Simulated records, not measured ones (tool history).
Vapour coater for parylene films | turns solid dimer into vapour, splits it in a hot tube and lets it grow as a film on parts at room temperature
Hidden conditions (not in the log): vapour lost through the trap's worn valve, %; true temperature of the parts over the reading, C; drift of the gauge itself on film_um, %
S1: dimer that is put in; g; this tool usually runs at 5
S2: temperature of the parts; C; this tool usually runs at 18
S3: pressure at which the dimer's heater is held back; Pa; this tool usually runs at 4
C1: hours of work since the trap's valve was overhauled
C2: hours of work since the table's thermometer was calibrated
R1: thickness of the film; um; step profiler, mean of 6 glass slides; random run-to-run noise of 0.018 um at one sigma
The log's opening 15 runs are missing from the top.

run 16 hour=205.5 | S1=2 S2=18 S3=4 | C1=298 C2=425 | R1=0.39
run 17 hour=221.5 | S1=5 S2=18 S3=4 | C1=308 C2=434 | R1=1.01
run 18 hour=242.9 | S1=5 S2=15 S3=4 | C1=321 C2=448 | R1=1.2
run 19 hour=257.2 | S1=5 S2=19 S3=4 | C1=330 C2=457 | R1=1
run 20 hour=267.7 | S1=9 S2=18 S3=5.42 | C1=336 C2=463 | R1=1.73
run 21 hour=286.1 | S1=5 S2=21 S3=2.26 | C1=348 C2=474 | R1=1.02
run 22 hour=297.9 | S1=5 S2=12 S3=7.92 | C1=355 C2=482 | R1=1.16
run 23 hour=317.7 | S1=5 S2=12 S3=6.15 | C1=367 C2=494 | R1=1.18
run 24 hour=329.5 | S1=5 S2=12 S3=6.15 | C1=375 C2=501 | R1=1.19
run 25 hour=343.3 | S1=6 S2=27 S3=2.64 | C1=383 C2=510 | R1=0.88
run 26 hour=357.8 | S1=6 S2=10 S3=3.14 | C1=392 C2=519 | R1=1.63
-- hour=360 table's thermometer calibrated
run 27 hour=373.2 | S1=3 S2=18 S3=2.71 | C1=401 C2=8 | R1=0.68
run 28 hour=385.2 | S1=2 S2=13 S3=6.53 | C1=409 C2=16 | R1=0.45
-- hour=394.3 table's thermometer calibrated, once more
run 29 hour=408.4 | S1=2 S2=13 S3=6.53 | C1=422 C2=9 | R1=0.47
run 30 hour=421.8 | S1=6 S2=15 S3=11.56 | C1=431 C2=17 | R1=1.09
run 31 hour=441.2 | S1=5 S2=21 S3=5.73 | C1=443 C2=29 | R1=0.84
run 32 hour=456.5 | S1=5 S2=21 S3=5.73 | C1=452 C2=38 | R1=0.83
run 33 hour=477.3 | S1=5 S2=21 S3=5.73 | C1=465 C2=51 | R1=0.85
run 34 hour=489 | S1=5 S2=18 S3=2.5 | C1=472 C2=59 | R1=1.13

What will run 35 give?
run 35 hour=511.2 | S1=3 S2=10 S3=2.46 | C1=486 C2=72 | R1=?

Run 35 produced R1 0.84 um.
Take away the tool's hidden state, keep the run-to-run variation as it was, and the same run would have given R1 0.91 um.
